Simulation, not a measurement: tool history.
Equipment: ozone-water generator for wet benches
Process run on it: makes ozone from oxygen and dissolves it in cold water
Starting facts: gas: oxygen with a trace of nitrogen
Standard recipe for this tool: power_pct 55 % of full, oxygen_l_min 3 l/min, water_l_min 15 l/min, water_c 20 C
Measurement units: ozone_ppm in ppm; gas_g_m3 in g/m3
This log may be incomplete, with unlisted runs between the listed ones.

run    hour  power_pct  oxygen_l_min  water_l_min  water_c  ozone_ppm  gas_g_m3
  1       0         55             3           15       20       10.5     132.6
  2   226.4         55             3           15       20       10.2       131
  3   379.8         55          2.36           15       20        9.6     143.7
  4     543         55          2.36           15       20        9.8     142.2
  5   655.3         55          2.36           15       20        9.5     141.7
  6   846.8         55             3           23       20        7.1     131.2
  7   943.4         55             3           23       20        7.1     130.8
  8  1130.6         55          2.57           15       20        9.8     134.5
  9  1276.4         55          2.57           15       16       10.1     136.1
 10    1463         55          2.57           15       16         10     135.9
 11  1584.9         55          2.57           15       16       10.2     135.3
 12  1764.6         56             3           15       20       10.2     130.4
 13  1940.9         56             3           15       20       10.1     130.7
 14  2161.4         55             3           15       12         11     127.8
 15  2372.8         55             3           15       20         10     126.4
 16  2532.7         55             3           15       20        9.9     126.1
 17    2635         55             3           15       20         10       127
 18    2840         55             3           15       20        9.9       126
 19  3041.9         55             3           15       20        9.7     124.8
 20  3182.5         55          4.04           14       20       10.9     112.3
     3300.5  -- water thermometer calibrated
 21  3300.5         55          3.52           14       27        9.6     117.3
 22  3435.4         63          3.52           21       27        7.7     126.8
 23  3615.8         63          3.52           21       27        7.5     126.5
 24  3784.3         63          3.52           21       27        7.6     125.2
 25  3918.4         43          1.54           10       14       10.6     138.3
 26  4129.6         43          1.54           10       14       10.5     136.4
 27  4321.3         43          1.54           10       14       10.5     137.3
 28  4484.2         43          1.54           10       14       10.3     136.3
 29  4667.2         41          1.54           10       14       10.1     133.3
 30  4875.9         50          3.49            9       20       13.4       110
 31  5089.4         55          4.51           17       20        9.4     105.4
 32  5294.6         86          3.66           13       24       12.8     143.3
 33  5448.6         84          2.25           21       24        7.7     166.6

Results for each run, recomputed without the tool's hidden state and with each run's random variation untouched:
Unlogged tool condition in this case: yield of the discharge, % of new electrodes'; contactor's efficiency, % of a clean one's; true water temperature over the reading, C; drift of the gauge itself on ozone_ppm, %; drift of the gauge itself on gas_g_m3, %.
run  ozone_ppm  gas_g_m3
  1       10.9     133.7
  2       10.6     132.5
  3         10     145.8
  4       10.3     144.6
  5        9.9     144.3
  6        7.5       134
  7        7.5     133.9
  8       10.4       138
  9       10.7       140
 10       10.7     140.2
 11       10.9     139.8
 12       10.9     135.1
 13       10.9     135.9
 14       11.8     133.2
 15       10.9     132.2
 16       10.7     132.2
 17       10.9     133.4
 18       10.8     132.8
 19       10.6       132
 20         12       119
 21       10.6     124.6
 22        8.6     135.7
 23        8.4     135.8
 24        8.5     134.8
 25       11.7     146.6
 26       11.6     145.1
 27       11.7     146.4
 28       11.4     145.7
 29       11.3     142.5
 30       15.1     119.4
 31       10.8     115.3
 32       15.1     161.6
 33        9.2     188.2
